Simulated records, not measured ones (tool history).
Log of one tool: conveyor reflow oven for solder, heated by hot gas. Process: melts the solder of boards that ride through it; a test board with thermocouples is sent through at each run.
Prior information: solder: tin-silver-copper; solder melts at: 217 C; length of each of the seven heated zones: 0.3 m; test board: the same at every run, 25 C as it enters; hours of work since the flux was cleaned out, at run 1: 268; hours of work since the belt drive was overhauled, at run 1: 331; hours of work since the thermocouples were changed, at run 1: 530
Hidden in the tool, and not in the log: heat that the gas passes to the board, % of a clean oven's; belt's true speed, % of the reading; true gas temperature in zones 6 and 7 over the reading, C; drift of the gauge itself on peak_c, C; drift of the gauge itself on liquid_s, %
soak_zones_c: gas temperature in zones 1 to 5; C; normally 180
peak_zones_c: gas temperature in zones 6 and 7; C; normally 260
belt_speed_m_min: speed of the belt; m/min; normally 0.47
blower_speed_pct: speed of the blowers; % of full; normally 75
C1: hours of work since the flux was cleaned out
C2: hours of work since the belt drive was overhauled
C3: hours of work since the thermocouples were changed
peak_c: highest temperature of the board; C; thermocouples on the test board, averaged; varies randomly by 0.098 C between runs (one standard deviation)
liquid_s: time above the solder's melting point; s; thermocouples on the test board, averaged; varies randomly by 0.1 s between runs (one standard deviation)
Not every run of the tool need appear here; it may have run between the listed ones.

run 1 hour=0 | soak_zones_c=180 peak_zones_c=260 belt_speed_m_min=0.47 blower_speed_pct=75 | C1=268 C2=331 C3=530 | peak_c=247.3 liquid_s=57.8
run 2 hour=36.2 | soak_zones_c=180 peak_zones_c=260 belt_speed_m_min=0.47 blower_speed_pct=75 | C1=295 C2=358 C3=557 | peak_c=247.48 liquid_s=57.8
-- hour=78.4 flux residue cleaned out of gas plates and filters
run 3 hour=80.9 | soak_zones_c=180 peak_zones_c=260 belt_speed_m_min=0.47 blower_speed_pct=75 | C1=2 C2=388 C3=587 | peak_c=247.68 liquid_s=58.2
run 4 hour=121.8 | soak_zones_c=180 peak_zones_c=260 belt_speed_m_min=0.47 blower_speed_pct=75 | C1=33 C2=419 C3=619 | peak_c=247.56 liquid_s=58.1
run 5 hour=148.5 | soak_zones_c=180 peak_zones_c=260 belt_speed_m_min=0.47 blower_speed_pct=75 | C1=53 C2=440 C3=639 | peak_c=247.56 liquid_s=58.1
run 6 hour=183 | soak_zones_c=180 peak_zones_c=260 belt_speed_m_min=0.47 blower_speed_pct=75 | C1=79 C2=466 C3=665 | peak_c=247.52 liquid_s=58.1
-- hour=219.1 thermocouples of zones 6 and 7 changed
run 7 hour=231.3 | soak_zones_c=180 peak_zones_c=260 belt_speed_m_min=0.47 blower_speed_pct=75 | C1=115 C2=501 C3=9 | peak_c=248.72 liquid_s=59
run 8 hour=276.6 | soak_zones_c=180 peak_zones_c=260 belt_speed_m_min=0.47 blower_speed_pct=75 | C1=149 C2=535 C3=44 | peak_c=248.37 liquid_s=59
-- hour=282.9 belt drive overhauled, speed set with a stopwatch
run 9 hour=322.7 | soak_zones_c=180 peak_zones_c=260 belt_speed_m_min=0.47 blower_speed_pct=75 | C1=181 C2=30 C3=76 | peak_c=248.62 liquid_s=59.9
run 10 hour=342 | soak_zones_c=188 peak_zones_c=260 belt_speed_m_min=0.47 blower_speed_pct=75 | C1=196 C2=45 C3=90 | peak_c=249.85 liquid_s=64.3
run 11 hour=388.1 | soak_zones_c=180 peak_zones_c=260 belt_speed_m_min=0.47 blower_speed_pct=75 | C1=231 C2=80 C3=125 | peak_c=248.57 liquid_s=59.5
run 12 hour=427.5 | soak_zones_c=180 peak_zones_c=260 belt_speed_m_min=0.47 blower_speed_pct=75 | C1=261 C2=110 C3=155 | peak_c=248.53 liquid_s=59.7
run 13 hour=466.6 | soak_zones_c=180 peak_zones_c=260 belt_speed_m_min=0.47 blower_speed_pct=75 | C1=290 C2=139 C3=185 | peak_c=248.28 liquid_s=59.8
run 14 hour=492.1 | soak_zones_c=180 peak_zones_c=260 belt_speed_m_min=0.47 blower_speed_pct=75 | C1=310 C2=159 C3=204 | peak_c=248.21 liquid_s=59.7
-- hour=516.6 flux residue cleaned out of gas plates and filters
run 15 hour=542.7 | soak_zones_c=180 peak_zones_c=260 belt_speed_m_min=0.47 blower_speed_pct=75 | C1=20 C2=194 C3=239 | peak_c=248.89 liquid_s=60.5
-- hour=561.5 belt drive overhauled, speed set with a stopwatch, once more
run 16 hour=571.7 | soak_zones_c=168 peak_zones_c=257 belt_speed_m_min=0.468 blower_speed_pct=63 | C1=39 C2=8 C3=258 | peak_c=242.07 liquid_s=47.5
run 17 hour=595.6 | soak_zones_c=183 peak_zones_c=268 belt_speed_m_min=0.399 blower_speed_pct=63 | C1=57 C2=26 C3=276 | peak_c=258.33 liquid_s=77.8
run 18 hour=626.9 | soak_zones_c=169 peak_zones_c=269 belt_speed_m_min=0.456 blower_speed_pct=64 | C1=81 C2=50 C3=300 | peak_c=253.78 liquid_s=59.1
run 19 hour=651.7 | soak_zones_c=169 peak_zones_c=257 belt_speed_m_min=0.536 blower_speed_pct=64 | C1=99 C2=68 C3=319 | peak_c=237.96 liquid_s=36.6
run 20 hour=673.6 | soak_zones_c=180 peak_zones_c=268 belt_speed_m_min=0.52 blower_speed_pct=60 | C1=116 C2=85 C3=335 | peak_c=250.12 liquid_s=51.9
run 21 hour=720.2 | soak_zones_c=180 peak_zones_c=268 belt_speed_m_min=0.52 blower_speed_pct=60 | C1=152 C2=120 C3=371 | peak_c=249.95 liquid_s=51.9
run 22 hour=744.7 | soak_zones_c=175 peak_zones_c=255 belt_speed_m_min=0.52 blower_speed_pct=60 | C1=170 C2=139 C3=389 | peak_c=237.89 liquid_s=39.6
run 23 hour=791.4 | soak_zones_c=175 peak_zones_c=255 belt_speed_m_min=0.52 blower_speed_pct=60 | C1=206 C2=175 C3=425 | peak_c=237.86 liquid_s=39.4
run 24 hour=810.4 | soak_zones_c=175 peak_zones_c=255 belt_speed_m_min=0.52 blower_speed_pct=60 | C1=220 C2=189 C3=439 | peak_c=237.87 liquid_s=39.6
run 25 hour=832.4 | soak_zones_c=175 peak_zones_c=255 belt_speed_m_min=0.52 blower_speed_pct=60 | C1=237 C2=206 C3=456 | peak_c=237.66 liquid_s=39.3
run 26 hour=870.7 | soak_zones_c=175 peak_zones_c=255 belt_speed_m_min=0.52 blower_speed_pct=60 | C1=266 C2=235 C3=485 | peak_c=237.71 liquid_s=39.4
run 27 hour=895.8 | soak_zones_c=175 peak_zones_c=255 belt_speed_m_min=0.52 blower_speed_pct=60 | C1=285 C2=254 C3=504 | peak_c=237.49 liquid_s=39.3
run 28 hour=941.5 | soak_zones_c=175 peak_zones_c=255 belt_speed_m_min=0.52 blower_speed_pct=60 | C1=320 C2=289 C3=539 | peak_c=237.39 liquid_s=39.2
-- hour=951.7 flux residue cleaned out of gas plates and filters
run 29 hour=987.7 | soak_zones_c=170 peak_zones_c=260 belt_speed_m_min=0.529 blower_speed_pct=75 | C1=27 C2=320 C3=570 | peak_c=242.99 liquid_s=43
run 30 hour=1028.5 | soak_zones_c=170 peak_zones_c=264 belt_speed_m_min=0.47 blower_speed_pct=75 | C1=58 C2=351 C3=601 | peak_c=249.93 liquid_s=55.8

Consider 3 possible next runs. They are alternatives, not a sequence: every one starts from the tool as it was left by run 30. What does each give?
run A hour=1067.2 | soak_zones_c=178 peak_zones_c=260 belt_speed_m_min=0.47 blower_speed_pct=72 | C1=88 C2=380 C3=630 | peak_c=? liquid_s=?
run B hour=1067.2 | soak_zones_c=191 peak_zones_c=274 belt_speed_m_min=0.47 blower_speed_pct=80 | C1=88 C2=380 C3=630 | peak_c=? liquid_s=?
run C hour=1067.2 | soak_zones_c=183 peak_zones_c=260 belt_speed_m_min=0.47 blower_speed_pct=75 | C1=88 C2=380 C3=630 | peak_c=? liquid_s=?

run=A peak_c=247.14 liquid_s=56.7
run=B peak_c=262.39 liquid_s=71.6
run=C peak_c=248.19 liquid_s=59.4
What these runs would have given with no unlogged condition in the tool:
run=A peak_c=248.23 liquid_s=57
run=B peak_c=263.5 liquid_s=71.4
run=C peak_c=249.28 liquid_s=59.6
